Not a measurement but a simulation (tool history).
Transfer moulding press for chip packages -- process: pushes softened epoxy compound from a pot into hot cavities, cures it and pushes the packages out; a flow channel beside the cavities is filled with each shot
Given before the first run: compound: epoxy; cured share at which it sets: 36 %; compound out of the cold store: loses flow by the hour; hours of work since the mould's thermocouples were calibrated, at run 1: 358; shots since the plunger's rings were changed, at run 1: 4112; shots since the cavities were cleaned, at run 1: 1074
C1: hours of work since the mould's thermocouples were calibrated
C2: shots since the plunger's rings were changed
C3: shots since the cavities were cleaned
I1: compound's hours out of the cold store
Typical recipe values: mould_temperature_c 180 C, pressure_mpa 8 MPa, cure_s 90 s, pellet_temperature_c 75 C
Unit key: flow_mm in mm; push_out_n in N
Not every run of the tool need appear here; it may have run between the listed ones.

Run 1, day 0: usual settings; C1 358; C2 4112; C3 1074; I1 44.4. Result: flow_mm 741 mm, push_out_n 384 N.
At day 0.325: cavities cleaned with cleaning compound and waxed.
Run 2, day 0.421: usual settings; C1 365; C2 4235; C3 32; I1 12. Result: flow_mm 806 mm, push_out_n 408 N.
Run 3, day 0.729: usual settings; C1 371; C2 4342; C3 139; I1 28.1. Result: flow_mm 758 mm, push_out_n 393 N.
Run 4, day 1.046: usual settings; C1 377; C2 4451; C3 248; I1 28.9. Result: flow_mm 764 mm, push_out_n 381 N.
Run 5, day 1.346: usual settings; C1 382; C2 4556; C3 353; I1 9.9. Result: flow_mm 799 mm, push_out_n 410 N.
Run 6, day 1.992: usual settings; C1 394; C2 4780; C3 577; I1 17.5. Result: flow_mm 783 mm, push_out_n 411 N.
At day 2.508: plunger's sealing rings changed.
Run 7, day 2.612: usual settings; C1 404; C2 36; C3 756; I1 8.2. Result: flow_mm 811 mm, push_out_n 411 N.
Run 8, day 3.083: usual settings; C1 413; C2 199; C3 919; I1 11. Result: flow_mm 803 mm, push_out_n 413 N.
At day 3.488: mould's thermocouples calibrated.
Run 9, day 3.788: usual settings; C1 6; C2 413; C3 1133; I1 32.2. Result: flow_mm 763 mm, push_out_n 380 N.
At day 3.946: cavities cleaned with cleaning compound and waxed.
Run 10, day 4.362: usual settings but pellet_temperature_c 79 C; C1 15; C2 591; C3 144; I1 32.1. Result: flow_mm 758 mm, push_out_n 392 N.
Run 11, day 5.025: usual settings but pressure_mpa 8.16 MPa, pellet_temperature_c 79 C; C1 28; C2 821; C3 374; I1 12.9. Result: flow_mm 809 mm, push_out_n 399 N.
Run 12, day 5.5: usual settings but pressure_mpa 8.16 MPa, cure_s 71 s, pellet_temperature_c 79 C; C1 36; C2 985; C3 538; I1 23.2. Result: flow_mm 778 mm, push_out_n 716 N.
Run 13, day 6.15: usual settings; C1 49; C2 1210; C3 763; I1 40.3. Result: flow_mm 756 mm, push_out_n 368 N.
Run 14, day 6.475: usual settings; C1 55; C2 1323; C3 876; I1 13.2. Result: flow_mm 802 mm, push_out_n 400 N.
Run 15, day 6.896: usual settings but mould_temperature_c 175 C, pressure_mpa 9.57 MPa, cure_s 98 s, pellet_temperature_c 81 C; C1 62; C2 1468; C3 1021; I1 19.7. Result: flow_mm 889 mm, push_out_n 458 N.
At day 7.367: cavities cleaned with cleaning compound and waxed.
Run 16, day 7.371: usual settings but mould_temperature_c 175 C, pressure_mpa 9.57 MPa, cure_s 98 s, pellet_temperature_c 81 C; C1 70; C2 1611; C3 1; I1 16.6. Result: flow_mm 890 mm, push_out_n 462 N.
Run 17, day 7.925: usual settings but mould_temperature_c 175 C, pressure_mpa 9.57 MPa, cure_s 98 s, pellet_temperature_c 81 C; C1 81; C2 1803; C3 193; I1 16. Result: flow_mm 887 mm, push_out_n 477 N.
Run 18, day 8.342: usual settings but mould_temperature_c 175 C, pressure_mpa 9.57 MPa, cure_s 98 s, pellet_temperature_c 81 C; C1 88; C2 1948; C3 338; I1 34.1. Result: flow_mm 859 mm, push_out_n 447 N.
Run 19, day 8.629: usual settings but mould_temperature_c 175 C, pressure_mpa 9.49 MPa, cure_s 125 s, pellet_temperature_c 78 C; C1 94; C2 2047; C3 437; I1 26.6. Result: flow_mm 872 mm, push_out_n 277 N.
Run 20, day 9.246: usual settings but mould_temperature_c 175 C, pressure_mpa 9.49 MPa, cure_s 125 s, pellet_temperature_c 78 C; C1 105; C2 2260; C3 650; I1 23. Result: flow_mm 874 mm, push_out_n 275 N.
Run 21, day 9.921: usual settings but mould_temperature_c 175 C, pressure_mpa 9.49 MPa, cure_s 125 s, pellet_temperature_c 78 C; C1 118; C2 2493; C3 883; I1 42.4. Result: flow_mm 837 mm, push_out_n 271 N.
Run 22, day 10.208: usual settings but pressure_mpa 7.07 MPa; C1 123; C2 2594; C3 984; I1 29.3. Result: flow_mm 724 mm, push_out_n 401 N.
At day 10.762: cavities cleaned with cleaning compound and waxed.
Run 23, day 10.788: usual settings but pressure_mpa 6.25 MPa, cure_s 96 s; C1 133; C2 2773; C3 10; I1 18. Result: flow_mm 698 mm, push_out_n 341 N.
Run 24, day 11.408: usual settings but mould_temperature_c 181 C, pressure_mpa 6.2 MPa, cure_s 85 s, pellet_temperature_c 77 C; C1 144; C2 2987; C3 224; I1 17.3. Result: flow_mm 689 mm, push_out_n 414 N.
Run 25, day 11.796: usual settings but mould_temperature_c 175 C, pellet_temperature_c 81 C; C1 152; C2 3121; C3 358; I1 44. Result: flow_mm 756 mm, push_out_n 541 N.
Run 26, day 12.238: usual settings but mould_temperature_c 175 C, cure_s 121 s, pellet_temperature_c 84 C; C1 160; C2 3274; C3 511; I1 30.5. Result: flow_mm 789 mm, push_out_n 292 N.
Run 27, day 12.621: usual settings but mould_temperature_c 175 C, cure_s 121 s, pellet_temperature_c 84 C; C1 167; C2 3408; C3 645; I1 39.6. Result: flow_mm 770 mm, push_out_n 303 N.
Run 28, day 13.292: usual settings but mould_temperature_c 175 C, cure_s 121 s, pellet_temperature_c 84 C; C1 180; C2 3639; C3 876; I1 20.4. Result: flow_mm 814 mm, push_out_n 304 N.

Below are 3 alternative next runs, each starting from the tool's condition after run 28. Predict each:
Run A, day 13.667: usual settings but mould_temperature_c 177 C, pressure_mpa 8.91 MPa; C1 187; C2 3769; C3 1006; I1 13.2. Result: flow_mm ?, push_out_n ?.
Run B, day 13.667: usual settings but pressure_mpa 9.68 MPa, pellet_temperature_c 85 C; C1 187; C2 3769; C3 1006; I1 42.4. Result: flow_mm ?, push_out_n ?.
Run C, day 13.667: usual settings but mould_temperature_c 184 C, pressure_mpa 7.9 MPa; C1 187; C2 3769; C3 1006; I1 9.2. Result: flow_mm ?, push_out_n ?.

run  flow_mm  push_out_n
  A      865         506
  B      821         352
  C      778         309
Had the tool no hidden state, the same runs would have come out as:
run  flow_mm  push_out_n
  A      866         500
  B      821         348
  C      778         305
